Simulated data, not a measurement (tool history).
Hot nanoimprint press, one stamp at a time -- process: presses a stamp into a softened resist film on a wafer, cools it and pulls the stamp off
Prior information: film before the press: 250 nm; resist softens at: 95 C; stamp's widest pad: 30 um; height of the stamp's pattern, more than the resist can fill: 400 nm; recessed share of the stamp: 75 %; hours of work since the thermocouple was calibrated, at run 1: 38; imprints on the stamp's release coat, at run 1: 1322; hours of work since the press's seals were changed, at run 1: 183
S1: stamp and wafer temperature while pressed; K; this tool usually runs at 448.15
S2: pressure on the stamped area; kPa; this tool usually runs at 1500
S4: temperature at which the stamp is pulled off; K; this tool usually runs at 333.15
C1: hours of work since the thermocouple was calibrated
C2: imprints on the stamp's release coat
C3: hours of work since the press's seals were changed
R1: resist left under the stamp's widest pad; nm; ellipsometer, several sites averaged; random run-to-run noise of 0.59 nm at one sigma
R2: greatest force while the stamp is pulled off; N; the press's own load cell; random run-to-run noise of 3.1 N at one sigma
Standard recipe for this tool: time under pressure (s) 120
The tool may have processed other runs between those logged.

{"run": 1, "day": 0.0, "S1": 448.15, "S2": 1500, "time under pressure (s)": 120, "S4": 333.15, "C1": 38, "C2": 1322, "C3": 183, "R1": 106.0, "R2": 170}
{"run": 2, "day": 0.929, "S1": 448.15, "S2": 1500, "time under pressure (s)": 120, "S4": 333.15, "C1": 53, "C2": 1380, "C3": 198, "R1": 104.8, "R2": 178}
{"run": 3, "day": 1.792, "S1": 448.15, "S2": 1500, "time under pressure (s)": 120, "S4": 333.15, "C1": 67, "C2": 1435, "C3": 212, "R1": 105.8, "R2": 176}
{"run": 4, "day": 2.879, "S1": 448.15, "S2": 1500, "time under pressure (s)": 120, "S4": 333.15, "C1": 85, "C2": 1503, "C3": 229, "R1": 103.7, "R2": 166}
{"run": 5, "day": 3.392, "S1": 448.15, "S2": 1500, "time under pressure (s)": 120, "S4": 333.15, "C1": 93, "C2": 1535, "C3": 238, "R1": 103.2, "R2": 177}
{"day": 3.604, "done": "plate thermocouple calibrated"}
{"run": 6, "day": 4.421, "S1": 448.15, "S2": 1500, "time under pressure (s)": 120, "S4": 333.15, "C1": 13, "C2": 1592, "C3": 252, "R1": 103.5, "R2": 176}
{"run": 7, "day": 5.554, "S1": 448.15, "S2": 1500, "time under pressure (s)": 120, "S4": 333.15, "C1": 32, "C2": 1663, "C3": 271, "R1": 103.3, "R2": 179}
{"day": 6.229, "done": "plate thermocouple calibrated, once more"}
{"run": 8, "day": 6.733, "S1": 448.15, "S2": 1500, "time under pressure (s)": 120, "S4": 331.15, "C1": 8, "C2": 1730, "C3": 288, "R1": 106.5, "R2": 187}
{"run": 9, "day": 7.408, "S1": 448.15, "S2": 1500, "time under pressure (s)": 142, "S4": 333.15, "C1": 19, "C2": 1772, "C3": 299, "R1": 100.9, "R2": 179}
{"run": 10, "day": 8.262, "S1": 448.15, "S2": 1500, "time under pressure (s)": 142, "S4": 333.15, "C1": 33, "C2": 1826, "C3": 312, "R1": 100.1, "R2": 174}
{"run": 11, "day": 9.162, "S1": 448.15, "S2": 1500, "time under pressure (s)": 142, "S4": 333.15, "C1": 48, "C2": 1883, "C3": 327, "R1": 99.9, "R2": 180}
{"run": 12, "day": 10.358, "S1": 448.15, "S2": 1500, "time under pressure (s)": 142, "S4": 333.15, "C1": 67, "C2": 1958, "C3": 346, "R1": 100.6, "R2": 187}
{"run": 13, "day": 11.129, "S1": 448.15, "S2": 1500, "time under pressure (s)": 142, "S4": 333.15, "C1": 79, "C2": 2006, "C3": 359, "R1": 99.5, "R2": 181}
{"run": 14, "day": 12.067, "S1": 443.15, "S2": 2100, "time under pressure (s)": 120, "S4": 333.15, "C1": 95, "C2": 2065, "C3": 374, "R1": 109.6, "R2": 185}
{"run": 15, "day": 12.875, "S1": 443.15, "S2": 1490, "time under pressure (s)": 100, "S4": 324.15, "C1": 108, "C2": 2116, "C3": 387, "R1": 137.0, "R2": 205}
{"run": 16, "day": 13.371, "S1": 455.15, "S2": 1810, "time under pressure (s)": 180, "S4": 333.15, "C1": 116, "C2": 2147, "C3": 395, "R1": 60.8, "R2": 184}

Each row is a separate what-if for the run after 16, all from the same tool condition, not one after another. Results?
{"run": "A", "day": 14.017, "S1": 455.15, "S2": 2250, "time under pressure (s)": 180, "S4": 327.15, "C1": 126, "C2": 2188, "C3": 406, "R1": "?", "R2": "?"}
{"run": "B", "day": 14.017, "S1": 455.15, "S2": 1470, "time under pressure (s)": 62, "S4": 333.15, "C1": 126, "C2": 2188, "C3": 406, "R1": "?", "R2": "?"}
{"run": "C", "day": 14.017, "S1": 453.15, "S2": 1810, "time under pressure (s)": 180, "S4": 333.15, "C1": 126, "C2": 2188, "C3": 406, "R1": "?", "R2": "?"}
{"run": "D", "day": 14.017, "S1": 448.15, "S2": 1500, "time under pressure (s)": 120, "S4": 329.15, "C1": 126, "C2": 2188, "C3": 406, "R1": "?", "R2": "?"}
{"run": "E", "day": 14.017, "S1": 450.15, "S2": 1810, "time under pressure (s)": 81, "S4": 330.15, "C1": 126, "C2": 2188, "C3": 406, "R1": "?", "R2": "?"}

run=A R1=53.6 R2=193
run=B R1=99.3 R2=187
run=C R1=66.0 R2=191
run=D R1=105.1 R2=184
run=E R1=100.4 R2=193
Had the tool no hidden state, the same runs would have come out as:
run=A R1=53.0 R2=156
run=B R1=99.0 R2=152
run=C R1=65.6 R2=155
run=D R1=104.9 R2=149
run=E R1=99.9 R2=157
